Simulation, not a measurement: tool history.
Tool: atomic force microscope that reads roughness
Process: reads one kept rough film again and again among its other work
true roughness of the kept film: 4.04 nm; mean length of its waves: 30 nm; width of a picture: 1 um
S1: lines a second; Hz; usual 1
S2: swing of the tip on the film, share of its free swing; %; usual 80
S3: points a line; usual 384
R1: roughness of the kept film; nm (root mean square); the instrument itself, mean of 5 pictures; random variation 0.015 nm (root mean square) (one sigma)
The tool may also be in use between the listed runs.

| run | day | S1 | S2 | S3 | R1 |
|---|---|---|---|---|---|
| 1 | 0 | 1 | 80 | 384 | 2.582 |
|  | 0.525 | new tip fitted |
| 2 | 0.612 | 1 | 80 | 860 | 3.56 |
| 3 | 1.388 | 1 | 80 | 419 | 3.45 |
| 4 | 2.321 | 1 | 80 | 920 | 3.392 |
| 5 | 3.217 | 1 | 80 | 920 | 3.328 |
| 6 | 3.738 | 1.42 | 80 | 384 | 3.228 |
| 7 | 4.388 | 1.42 | 80 | 384 | 3.177 |
|  | 4.504 | height scale calibrated on a step standard |
| 8 | 5.579 | 1.42 | 80 | 384 | 3.108 |
| 9 | 6.679 | 1 | 80 | 741 | 3.074 |
| 10 | 7.25 | 3.97 | 66 | 473 | 2.96 |

Forecast run 11:
| 11 | 8.479 | 0.67 | 63 | 590 | ? |

Run 11 gave R1 3.032 nm (root mean square).
Without the tool's hidden state the same run would have given R1 3.684 nm (root mean square).
